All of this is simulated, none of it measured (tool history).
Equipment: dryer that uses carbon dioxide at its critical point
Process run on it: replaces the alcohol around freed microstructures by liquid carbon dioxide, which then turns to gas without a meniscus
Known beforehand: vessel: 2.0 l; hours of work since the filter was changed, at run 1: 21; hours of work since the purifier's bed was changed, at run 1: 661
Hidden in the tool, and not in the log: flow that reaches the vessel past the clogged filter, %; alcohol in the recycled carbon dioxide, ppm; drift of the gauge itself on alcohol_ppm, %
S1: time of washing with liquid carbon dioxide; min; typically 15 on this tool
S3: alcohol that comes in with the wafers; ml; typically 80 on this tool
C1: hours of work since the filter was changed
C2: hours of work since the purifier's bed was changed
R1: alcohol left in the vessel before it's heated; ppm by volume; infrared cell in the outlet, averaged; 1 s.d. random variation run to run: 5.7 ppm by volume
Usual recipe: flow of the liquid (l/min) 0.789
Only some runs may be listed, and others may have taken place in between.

Run 1, hour 0: usual settings; C1 21; C2 661. Result: R1 355 ppm by volume.
Run 2, hour 46.5: usual settings; C1 37; C2 677. Result: R1 368 ppm by volume.
Run 3, hour 76: usual settings but S1 10 min; C1 47; C2 687. Result: R1 1357 ppm by volume.
Run 4, hour 110.9: usual settings; C1 58; C2 699. Result: R1 380 ppm by volume.
Run 5, hour 153.8: usual settings but flow of the liquid (l/min) 0.804; C1 73; C2 713. Result: R1 372 ppm by volume.
Run 6, hour 180.1: usual settings but flow of the liquid (l/min) 0.804; C1 82; C2 722. Result: R1 393 ppm by volume.
Run 7, hour 218.4: usual settings but flow of the liquid (l/min) 0.804; C1 95; C2 735. Result: R1 395 ppm by volume.
Run 8, hour 246.8: usual settings but flow of the liquid (l/min) 0.804; C1 104; C2 745. Result: R1 412 ppm by volume.
Run 9, hour 277.9: usual settings but flow of the liquid (l/min) 0.804; C1 115; C2 755. Result: R1 405 ppm by volume.
Run 10, hour 331.9: usual settings but flow of the liquid (l/min) 0.804; C1 133; C2 773. Result: R1 438 ppm by volume.
Run 11, hour 362.5: usual settings but flow of the liquid (l/min) 0.804; C1 143; C2 784. Result: R1 446 ppm by volume.
At hour 416.2: inlet filter changed.
Run 12, hour 416.2: usual settings but flow of the liquid (l/min) 0.804; C1 0; C2 801. Result: R1 346 ppm by volume.
Run 13, hour 446.3: usual settings but flow of the liquid (l/min) 0.804; C1 10; C2 811. Result: R1 357 ppm by volume.
Run 14, hour 494.7: usual settings but flow of the liquid (l/min) 0.804; C1 26; C2 828. Result: R1 371 ppm by volume.
Run 15, hour 553.5: usual settings but S1 10 min, flow of the liquid (l/min) 0.48, S3 44 ml; C1 46; C2 848. Result: R1 2793 ppm by volume.
Run 16, hour 579.2: usual settings but S1 10 min, flow of the liquid (l/min) 0.48, S3 44 ml; C1 55; C2 856. Result: R1 2902 ppm by volume.
Run 17, hour 609.3: usual settings but S3 21 ml; C1 65; C2 866. Result: R1 263 ppm by volume.
Run 18, hour 656.7: usual settings but S3 21 ml; C1 81; C2 882. Result: R1 272 ppm by volume.
Run 19, hour 712.9: usual settings but S3 21 ml; C1 100; C2 901. Result: R1 285 ppm by volume.
Run 20, hour 748.5: usual settings but S1 21 min, flow of the liquid (l/min) 1.199, S3 63 ml; C1 112; C2 913. Result: R1 222 ppm by volume.
Run 21, hour 805: usual settings but S1 21 min, flow of the liquid (l/min) 1.199, S3 63 ml; C1 131; C2 932. Result: R1 220 ppm by volume.
Run 22, hour 831.9: usual settings but S1 21 min, flow of the liquid (l/min) 0.869, S3 63 ml; C1 140; C2 941. Result: R1 253 ppm by volume.
Run 23, hour 857.8: usual settings but S1 18 min, flow of the liquid (l/min) 0.489, S3 94 ml; C1 149; C2 950. Result: R1 1465 ppm by volume.
At hour 895.2: inlet filter changed.
Run 24, hour 904.2: usual settings but S1 18 min, flow of the liquid (l/min) 0.489, S3 94 ml; C1 3; C2 965. Result: R1 1078 ppm by volume.
Run 25, hour 941.3: usual settings but S1 10 min, flow of the liquid (l/min) 0.489, S3 36 ml; C1 16; C2 978. Result: R1 2205 ppm by volume.
Run 26, hour 997: usual settings but S1 23 min, flow of the liquid (l/min) 0.646, S3 36 ml; C1 34; C2 997. Result: R1 253 ppm by volume.
Run 27, hour 1034.9: usual settings but S1 10 min, flow of the liquid (l/min) 0.627, S3 36 ml; C1 47; C2 1010. Result: R1 1377 ppm by volume.

Forecast each of these 4 alternatives for the next run:
Run A, hour 1085.3: usual settings but S1 11 min, S3 100 ml; C1 64; C2 1027. Result: R1 ?.
Run B, hour 1085.3: usual settings but S1 18 min, flow of the liquid (l/min) 0.627, S3 36 ml; C1 64; C2 1027. Result: R1 ?.
Run C, hour 1085.3: usual settings but S1 10 min, flow of the liquid (l/min) 1.038, S3 36 ml; C1 64; C2 1027. Result: R1 ?.
Run D, hour 1085.3: usual settings but S1 10 min, flow of the liquid (l/min) 0.57, S3 75 ml; C1 64; C2 1027. Result: R1 ?.

run    R1
  A  1330
  B   373
  C   422
  D  3381
Had the tool no hidden state, the same runs would have come out as:
run    R1
  A   904
  B   108
  C   148
  D  2774

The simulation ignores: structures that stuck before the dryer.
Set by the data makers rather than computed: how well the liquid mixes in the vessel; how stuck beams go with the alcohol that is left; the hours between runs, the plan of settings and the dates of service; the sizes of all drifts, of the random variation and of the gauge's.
